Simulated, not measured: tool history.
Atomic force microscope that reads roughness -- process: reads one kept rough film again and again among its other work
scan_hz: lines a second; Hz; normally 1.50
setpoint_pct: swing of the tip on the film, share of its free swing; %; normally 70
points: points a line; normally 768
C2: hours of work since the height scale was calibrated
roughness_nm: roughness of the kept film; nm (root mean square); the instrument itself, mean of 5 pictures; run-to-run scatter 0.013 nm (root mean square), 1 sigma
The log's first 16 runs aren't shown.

Run 17, hour 392.2: usual settings but scan_hz 1.11 Hz; pictures with this tip 98; C2 292. Result: roughness_nm 3.114 nm (root mean square).
Run 18, hour 414.6: usual settings but scan_hz 1.11 Hz; pictures with this tip 136; C2 303. Result: roughness_nm 3.099 nm (root mean square).
Run 19, hour 444.7: usual settings; pictures with this tip 188; C2 318. Result: roughness_nm 3.038 nm (root mean square).
Run 20, hour 471.5: usual settings; pictures with this tip 234; C2 331. Result: roughness_nm 3.018 nm (root mean square).
Run 21, hour 500.0: usual settings but setpoint_pct 65 %, points 485; pictures with this tip 282; C2 345. Result: roughness_nm 3.079 nm (root mean square).
At hour 517.9: new tip fitted.
Run 22, hour 526.4: usual settings but scan_hz 2.35 Hz, points 631; pictures with this tip 15; C2 358. Result: roughness_nm 2.892 nm (root mean square).
Run 23, hour 552.1: usual settings but scan_hz 3.61 Hz, setpoint_pct 58 %, points 467; pictures with this tip 58; C2 370. Result: roughness_nm 2.974 nm (root mean square).
Run 24, hour 581.9: usual settings but scan_hz 3.61 Hz, setpoint_pct 79 %, points 828; pictures with this tip 109; C2 385. Result: roughness_nm 2.444 nm (root mean square).
Run 25, hour 600.8: usual settings but scan_hz 0.57 Hz, setpoint_pct 74 %, points 828; pictures with this tip 142; C2 394. Result: roughness_nm 3.186 nm (root mean square).
Run 26, hour 624.9: usual settings but scan_hz 0.57 Hz, setpoint_pct 74 %, points 828; pictures with this tip 183; C2 406. Result: roughness_nm 3.214 nm (root mean square).
Run 27, hour 654.8: usual settings but scan_hz 0.67 Hz, points 951; pictures with this tip 234; C2 421. Result: roughness_nm 3.202 nm (root mean square).
Run 28, hour 676.6: usual settings but scan_hz 0.57 Hz, setpoint_pct 56 %, points 289; pictures with this tip 271; C2 432. Result: roughness_nm 3.182 nm (root mean square).
At hour 700.6: new tip fitted.
Run 29, hour 703.6: usual settings but scan_hz 0.57 Hz, setpoint_pct 56 %, points 289; pictures with this tip 5; C2 445. Result: roughness_nm 3.198 nm (root mean square).
Run 30, hour 732.4: usual settings but scan_hz 0.57 Hz, setpoint_pct 56 %, points 289; pictures with this tip 55; C2 459. Result: roughness_nm 3.175 nm (root mean square).
Run 31, hour 749.8: usual settings but scan_hz 0.57 Hz, setpoint_pct 56 %, points 289; pictures with this tip 84; C2 468. Result: roughness_nm 3.181 nm (root mean square).
Run 32, hour 777.1: usual settings but scan_hz 0.57 Hz, setpoint_pct 67 %, points 459; pictures with this tip 131; C2 481. Result: roughness_nm 3.200 nm (root mean square).
Run 33, hour 793.7: usual settings but scan_hz 1.34 Hz, setpoint_pct 69 %, points 491; pictures with this tip 159; C2 490. Result: roughness_nm 3.047 nm (root mean square).
Run 34, hour 818.1: usual settings but scan_hz 1.34 Hz, setpoint_pct 69 %, points 491; pictures with this tip 201; C2 502. Result: roughness_nm 3.059 nm (root mean square).
Run 35, hour 835.3: usual settings but scan_hz 1.34 Hz, setpoint_pct 69 %, points 491; pictures with this tip 231; C2 510. Result: roughness_nm 3.053 nm (root mean square).
Run 36, hour 849.1: usual settings but scan_hz 1.34 Hz, setpoint_pct 69 %, points 631; pictures with this tip 254; C2 517. Result: roughness_nm 3.067 nm (root mean square).
At hour 883.3: new tip fitted.
Run 37, hour 883.3: usual settings but setpoint_pct 56 %, points 364; pictures with this tip 0; C2 534. Result: roughness_nm 3.142 nm (root mean square).
Run 38, hour 905.6: usual settings but scan_hz 0.55 Hz, points 301; pictures with this tip 38; C2 545. Result: roughness_nm 3.150 nm (root mean square).
Run 39, hour 939.5: usual settings but scan_hz 0.55 Hz, points 301; pictures with this tip 96; C2 561. Result: roughness_nm 3.130 nm (root mean square).
Run 40, hour 962.8: usual settings but scan_hz 1.61 Hz, setpoint_pct 64 %, points 430; pictures with this tip 135; C2 573. Result: roughness_nm 3.080 nm (root mean square).

Alternative continuations, all from the tool just after run 40; predict every row:
Run A, hour 992.1: usual settings but scan_hz 1.61 Hz, setpoint_pct 64 %, points 621; pictures with this tip 185; C2 587. Result: roughness_nm ?.
Run B, hour 992.1: usual settings but scan_hz 1.40 Hz, setpoint_pct 59 %, points 430; pictures with this tip 185; C2 587. Result: roughness_nm ?.
Run C, hour 992.1: usual settings but scan_hz 0.53 Hz, setpoint_pct 81 %; pictures with this tip 185; C2 587. Result: roughness_nm ?.
Run D, hour 992.1: usual settings but scan_hz 0.74 Hz, setpoint_pct 89 %, points 430; pictures with this tip 185; C2 587. Result: roughness_nm ?.

run  roughness_nm
  A         3.098
  B         3.145
  C         3.114
  D         2.936
Without the tool's hidden state the same runs would have given:
run  roughness_nm
  A         3.102
  B         3.150
  C         3.119
  D         2.941

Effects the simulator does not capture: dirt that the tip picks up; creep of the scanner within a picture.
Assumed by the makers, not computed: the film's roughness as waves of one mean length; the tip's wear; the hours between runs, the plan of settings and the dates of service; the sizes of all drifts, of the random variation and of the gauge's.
